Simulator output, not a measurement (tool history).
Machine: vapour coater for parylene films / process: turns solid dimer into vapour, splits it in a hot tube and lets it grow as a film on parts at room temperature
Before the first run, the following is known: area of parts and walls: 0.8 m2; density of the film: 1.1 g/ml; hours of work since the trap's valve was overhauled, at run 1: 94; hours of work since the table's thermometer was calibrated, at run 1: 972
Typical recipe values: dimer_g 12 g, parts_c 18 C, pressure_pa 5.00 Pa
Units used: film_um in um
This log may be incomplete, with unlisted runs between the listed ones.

run	hour	dimer_g	parts_c	pressure_pa	hours of work since the trap's valve was overhauled	hours of work since the table's thermometer was calibrated	film_um
1	0.0	12	18	5.00	94	972	6.74
2	18.2	12	18	5.00	109	987	6.82
3	43.8	12	18	5.00	130	1007	6.85
4	58.9	12	18	5.00	142	1020	6.76
5	95.0	12	18	5.00	171	1049	6.74
6	129.5	12	13	5.00	200	1077	7.27
7	163.8	12	18	3.64	228	1105	7.37
8	193.6	12	18	3.05	252	1129	7.58
9	228.1	12	20	2.65	280	1158	7.61
10	243.4	6	12	4.27	292	1170	3.85
11	268.2	6	12	4.27	313	1190	3.87
12	285.9	5	18	11.32	327	1205	2.35

Estimate the outcome of run 13 from the log above:
13	308.7	5	18	11.32	346	1223	?

film_um: 2.31 um
Without the tool's hidden state the same run would have given film_um 2.32 um.
